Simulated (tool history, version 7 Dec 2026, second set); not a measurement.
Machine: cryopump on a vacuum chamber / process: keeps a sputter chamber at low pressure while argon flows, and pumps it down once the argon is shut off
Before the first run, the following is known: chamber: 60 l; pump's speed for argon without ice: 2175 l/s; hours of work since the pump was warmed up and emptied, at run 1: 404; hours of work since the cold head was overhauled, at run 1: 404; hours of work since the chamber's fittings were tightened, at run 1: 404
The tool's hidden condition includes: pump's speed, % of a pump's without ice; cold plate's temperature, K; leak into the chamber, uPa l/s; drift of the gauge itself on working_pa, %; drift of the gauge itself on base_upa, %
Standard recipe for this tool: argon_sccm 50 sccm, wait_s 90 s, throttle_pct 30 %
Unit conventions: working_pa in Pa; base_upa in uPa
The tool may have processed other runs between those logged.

| run | hour | argon_sccm | wait_s | throttle_pct | hours of work since the pump was warmed up and emptied | hours of work since the cold head was overhauled | hours of work since the chamber's fittings were tightened | working_pa | base_upa |
|---|---|---|---|---|---|---|---|---|---|
| 1 | 0.0 | 50 | 90 | 30 | 404 | 404 | 404 | 0.1354 | 1.13 |
| 2 | 26.2 | 50 | 90 | 30 | 422 | 422 | 422 | 0.1339 | 1.14 |
| 3 | 45.8 | 50 | 90 | 30 | 435 | 435 | 435 | 0.1367 | 1.18 |
| 4 | 69.9 | 50 | 168 | 30 | 451 | 451 | 451 | 0.1364 | 0.88 |
| 5 | 92.0 | 50 | 90 | 30 | 466 | 466 | 466 | 0.1368 | 1.19 |
| 6 | 113.5 | 50 | 90 | 30 | 481 | 481 | 481 | 0.1376 | 1.17 |
| 7 | 134.9 | 50 | 90 | 30 | 496 | 496 | 496 | 0.1378 | 1.20 |
| 8 | 152.5 | 50 | 164 | 30 | 508 | 508 | 508 | 0.1359 | 1.03 |
| 9 | 180.0 | 50 | 164 | 30 | 526 | 526 | 526 | 0.1384 | 1.01 |
| 10 | 207.2 | 50 | 63 | 30 | 545 | 545 | 545 | 0.1377 | 1.50 |
| 11 | 237.0 | 50 | 63 | 30 | 565 | 565 | 565 | 0.1393 | 1.57 |
| 12 | 255.0 | 50 | 90 | 20 | 577 | 577 | 577 | 0.2029 | 1.29 |
| 13 | 274.8 | 50 | 90 | 20 | 591 | 591 | 591 | 0.2044 | 1.30 |
| 14 | 291.9 | 50 | 84 | 36 | 603 | 603 | 603 | 0.1184 | 1.41 |
| 15 | 315.1 | 50 | 84 | 36 | 618 | 618 | 618 | 0.1175 | 1.35 |
| 16 | 331.9 | 50 | 84 | 36 | 630 | 630 | 630 | 0.1181 | 1.43 |
| 17 | 348.2 | 23 | 41 | 34 | 641 | 641 | 641 | 0.0574 | 2.12 |
| 18 | 366.9 | 38 | 41 | 57 | 654 | 654 | 654 | 0.0616 | 2.16 |
| 19 | 388.9 | 22 | 231 | 19 | 669 | 669 | 669 | 0.0946 | 1.02 |
| 20 | 406.0 | 50 | 90 | 50 | 680 | 680 | 680 | 0.0898 | 1.40 |
| 21 | 423.2 | 22 | 45 | 50 | 692 | 692 | 692 | 0.0401 | 2.05 |
| 22 | 441.1 | 29 | 89 | 50 | 704 | 704 | 704 | 0.0525 | 1.51 |
| 23 | 454.7 | 29 | 89 | 50 | 713 | 713 | 713 | 0.0525 | 1.47 |
| 24 | 478.9 | 25 | 63 | 35 | 730 | 730 | 730 | 0.0628 | 1.67 |
| 25 | 509.4 | 50 | 210 | 30 | 751 | 751 | 751 | 0.1424 | 1.15 |

Predict each of these 3 candidate next runs independently; none follows another, all start after run 25:
| A | 532.3 | 82 | 210 | 15 | 766 | 766 | 766 | ? | ? |
| B | 532.3 | 75 | 210 | 30 | 766 | 766 | 766 | ? | ? |
| C | 532.3 | 50 | 22 | 47 | 766 | 766 | 766 | ? | ? |

| run | working_pa | base_upa |
|---|---|---|
| A | 0.4482 | 1.20 |
| B | 0.2134 | 1.19 |
| C | 0.0948 | 3.48 |
With no hidden state in the tool, these same runs would have given:
| run | working_pa | base_upa |
|---|---|---|
| A | 0.4266 | 0.42 |
| B | 0.1937 | 0.42 |
| C | 0.0817 | 2.70 |
